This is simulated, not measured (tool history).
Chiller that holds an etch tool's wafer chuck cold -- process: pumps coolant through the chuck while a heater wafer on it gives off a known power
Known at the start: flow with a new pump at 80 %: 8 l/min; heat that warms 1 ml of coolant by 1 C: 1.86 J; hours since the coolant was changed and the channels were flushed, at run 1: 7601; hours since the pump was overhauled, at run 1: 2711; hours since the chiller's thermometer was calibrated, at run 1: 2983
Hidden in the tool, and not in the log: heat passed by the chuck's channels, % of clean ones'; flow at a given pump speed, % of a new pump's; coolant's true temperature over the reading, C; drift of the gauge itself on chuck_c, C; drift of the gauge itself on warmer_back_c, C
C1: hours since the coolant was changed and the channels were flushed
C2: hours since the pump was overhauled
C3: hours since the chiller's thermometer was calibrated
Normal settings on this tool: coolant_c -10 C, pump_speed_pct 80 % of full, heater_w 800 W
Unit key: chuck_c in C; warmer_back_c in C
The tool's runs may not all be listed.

Run 1, hour 0: usual settings; C1 7601; C2 2711; C3 2983. Result: chuck_c -3.52 C, warmer_back_c 3.23 C.
Run 2, hour 37.5: usual settings but heater_w 1008 W; C1 7638; C2 2748; C3 3021. Result: chuck_c -1.77 C, warmer_back_c 4.07 C.
Run 3, hour 85.9: usual settings but heater_w 1008 W; C1 7687; C2 2797; C3 3069. Result: chuck_c -1.77 C, warmer_back_c 4.06 C.
Run 4, hour 162.6: usual settings but heater_w 1008 W; C1 7763; C2 2873; C3 3146. Result: chuck_c -1.76 C, warmer_back_c 4.05 C.
Run 5, hour 200.5: usual settings but heater_w 1008 W; C1 7801; C2 2911; C3 3184. Result: chuck_c -1.72 C, warmer_back_c 4.08 C.
Run 6, hour 276.6: usual settings but heater_w 1008 W; C1 7877; C2 2987; C3 3260. Result: chuck_c -1.82 C, warmer_back_c 4.08 C.
Run 7, hour 318.7: usual settings but heater_w 1008 W; C1 7919; C2 3029; C3 3302. Result: chuck_c -1.8 C, warmer_back_c 4.06 C.
Run 8, hour 385.7: usual settings but heater_w 1008 W; C1 7986; C2 3096; C3 3369. Result: chuck_c -1.82 C, warmer_back_c 4.06 C.
Run 9, hour 467.9: usual settings but heater_w 1008 W; C1 8069; C2 3179; C3 3451. Result: chuck_c -1.81 C, warmer_back_c 4.07 C.
Run 10, hour 551.7: usual settings but pump_speed_pct 91 % of full, heater_w 1008 W; C1 8152; C2 3263; C3 3535. Result: chuck_c -2.41 C, warmer_back_c 3.56 C.
Run 11, hour 627.4: usual settings but pump_speed_pct 91 % of full, heater_w 1008 W; C1 8228; C2 3338; C3 3611. Result: chuck_c -2.46 C, warmer_back_c 3.57 C.
Run 12, hour 674.8: usual settings; C1 8275; C2 3386; C3 3658. Result: chuck_c -3.5 C, warmer_back_c 3.22 C.
Run 13, hour 719.8: usual settings; C1 8320; C2 3431; C3 3703. Result: chuck_c -3.43 C, warmer_back_c 3.23 C.
Run 14, hour 777.3: usual settings; C1 8378; C2 3488; C3 3760. Result: chuck_c -3.49 C, warmer_back_c 3.23 C.
Run 15, hour 825.6: usual settings but coolant_c -9 C; C1 8426; C2 3536; C3 3809. Result: chuck_c -2.44 C, warmer_back_c 3.25 C.
Run 16, hour 863.2: usual settings but coolant_c -2 C; C1 8464; C2 3574; C3 3846. Result: chuck_c 4.49 C, warmer_back_c 3.23 C.
Run 17, hour 934.1: usual settings but coolant_c -2 C; C1 8535; C2 3645; C3 3917. Result: chuck_c 4.45 C, warmer_back_c 3.22 C.
Run 18, hour 981.2: usual settings but coolant_c -2 C; C1 8582; C2 3692; C3 3964. Result: chuck_c 4.54 C, warmer_back_c 3.24 C.
Run 19, hour 1030.3: usual settings but coolant_c -7 C; C1 8631; C2 3741; C3 4014. Result: chuck_c -0.5 C, warmer_back_c 3.24 C.
Run 20, hour 1074.2: usual settings but coolant_c -7 C, pump_speed_pct 61 % of full; C1 8675; C2 3785; C3 4057. Result: chuck_c 0.73 C, warmer_back_c 4.22 C.
Run 21, hour 1143: usual settings but coolant_c -7 C, pump_speed_pct 86 % of full, heater_w 625 W; C1 8744; C2 3854; C3 4126. Result: chuck_c -2.13 C, warmer_back_c 2.35 C.
Run 22, hour 1181.2: usual settings but coolant_c -7 C, pump_speed_pct 86 % of full, heater_w 407 W; C1 8782; C2 3892; C3 4164. Result: chuck_c -3.86 C, warmer_back_c 1.51 C.
Run 23, hour 1241.6: usual settings but coolant_c -7 C, pump_speed_pct 86 % of full, heater_w 407 W; C1 8842; C2 3952; C3 4225. Result: chuck_c -3.85 C, warmer_back_c 1.53 C.
Run 24, hour 1299.4: usual settings but pump_speed_pct 99 % of full, heater_w 561 W; C1 8900; C2 4010; C3 4283. Result: chuck_c -5.96 C, warmer_back_c 1.83 C.
Run 25, hour 1357.6: usual settings but pump_speed_pct 84 % of full, heater_w 839 W; C1 8958; C2 4068; C3 4341. Result: chuck_c -3.4 C, warmer_back_c 3.24 C.
Run 26, hour 1394.5: usual settings but pump_speed_pct 70 % of full, heater_w 711 W; C1 8995; C2 4105; C3 4378. Result: chuck_c -3.72 C, warmer_back_c 3.29 C.
Run 27, hour 1476.3: usual settings but pump_speed_pct 70 % of full, heater_w 711 W; C1 9077; C2 4187; C3 4460. Result: chuck_c -3.69 C, warmer_back_c 3.27 C.
At hour 1505.6: coolant changed, channels flushed.
Run 28, hour 1519.7: usual settings but pump_speed_pct 70 % of full, heater_w 711 W; C1 14; C2 4225; C3 4497. Result: chuck_c -3.69 C, warmer_back_c 3.27 C.
At hour 1582.3: chiller's thermometer calibrated.
Run 29, hour 1591: usual settings but coolant_c -6 C, pump_speed_pct 74 % of full, heater_w 716 W; C1 84; C2 4295; C3 9. Result: chuck_c 0.1 C, warmer_back_c 3.11 C.
Run 30, hour 1650.4: usual settings but coolant_c -6 C, pump_speed_pct 74 % of full, heater_w 716 W; C1 144; C2 4354; C3 68. Result: chuck_c 0.08 C, warmer_back_c 3.14 C.
Run 31, hour 1685.1: usual settings but coolant_c -6 C, pump_speed_pct 64 % of full, heater_w 464 W; C1 178; C2 4389; C3 103. Result: chuck_c -1.67 C, warmer_back_c 2.37 C.
Run 32, hour 1754.4: usual settings but coolant_c -6 C, pump_speed_pct 64 % of full, heater_w 464 W; C1 248; C2 4458; C3 172. Result: chuck_c -1.64 C, warmer_back_c 2.34 C.

Predict each of these 3 candidate next runs independently; none follows another, all start after run 32:
Run A, hour 1835.8: usual settings but heater_w 1011 W; C1 329; C2 4540; C3 253. Result: chuck_c ?, warmer_back_c ?.
Run B, hour 1835.8: usual settings but coolant_c -4 C, pump_speed_pct 71 % of full, heater_w 571 W; C1 329; C2 4540; C3 253. Result: chuck_c ?, warmer_back_c ?.
Run C, hour 1835.8: usual settings but coolant_c -5 C, pump_speed_pct 78 % of full, heater_w 693 W; C1 329; C2 4540; C3 253. Result: chuck_c ?, warmer_back_c ?.

run  chuck_c  warmer_back_c
  A    -1.79           4.09
  B     1.03           2.61
  C     0.78           2.88
With the hidden condition removed and each run's random variation left untouched, the same runs would have given:
run  chuck_c  warmer_back_c
  A     -1.8           4.08
  B     1.03           2.61
  C     0.77           2.88
